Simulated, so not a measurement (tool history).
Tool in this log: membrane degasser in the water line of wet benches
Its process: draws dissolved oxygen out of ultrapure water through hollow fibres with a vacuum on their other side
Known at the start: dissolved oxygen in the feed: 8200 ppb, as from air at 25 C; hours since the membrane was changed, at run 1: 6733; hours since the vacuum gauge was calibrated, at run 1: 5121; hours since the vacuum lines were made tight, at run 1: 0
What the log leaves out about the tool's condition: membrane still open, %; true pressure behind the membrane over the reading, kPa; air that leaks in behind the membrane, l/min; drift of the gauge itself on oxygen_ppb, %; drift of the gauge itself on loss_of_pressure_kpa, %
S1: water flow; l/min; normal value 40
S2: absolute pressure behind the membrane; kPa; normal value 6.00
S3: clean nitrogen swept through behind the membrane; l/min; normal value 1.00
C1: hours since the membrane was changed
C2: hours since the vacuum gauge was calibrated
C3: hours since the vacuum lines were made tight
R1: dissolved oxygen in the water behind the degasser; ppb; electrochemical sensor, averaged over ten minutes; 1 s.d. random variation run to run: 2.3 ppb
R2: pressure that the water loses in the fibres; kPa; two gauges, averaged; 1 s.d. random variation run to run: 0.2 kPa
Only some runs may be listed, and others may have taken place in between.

run    hour  S1     S2    S3    C1    C2    C3     R1     R2
  1     0.0  40   6.00  1.00  6733  5121     0  236.1  44.82
       88.3  -- vacuum gauge calibrated
  2   234.5  40   6.00  0.55  6967   146   234  361.3  44.43
  3   462.0  40   6.00  1.01  7195   374   462  237.5  45.35
  4   682.0  40   6.00  1.01  7415   594   682  240.9  44.76
  5   837.4  40   6.00  1.01  7570   749   837  240.6  45.16
  6  1053.8  40  11.56  1.00  7786   965  1053  654.0  45.14
     1158.5  -- vacuum gauge calibrated, once more
  7  1264.1  40   6.00  0.75  7996   106  1263  281.4  44.82
  8  1471.9  40   6.00  0.75  8204   313  1471  286.1  45.26
  9  1594.4  40   6.00  1.14  8326   436  1593  210.9  45.52
 10  1708.8  40   6.00  1.00  8441   550  1708  227.0  45.61
 11  1943.0  40   5.99  1.00  8675   784  1942  234.4  45.64
 12  2048.5  40   5.99  1.00  8781   890  2047  230.7  45.35
 13  2256.7  40   5.99  1.00  8989  1098  2256  231.0  45.66
 14  2373.6  40   4.58  1.08  9106  1215  2373  118.2  45.39

Run 15 has not been measured yet. What should we expect?
 15  2566.3  26  5.71  2.37  9298  1408  2565   ?   ?

R1: 69.0 ppb
R2: 29.36 kPa
With the hidden condition absent and the run-to-run variation left alone, this run would have shown R1 67.4 ppb, R2 27.70 kPa.
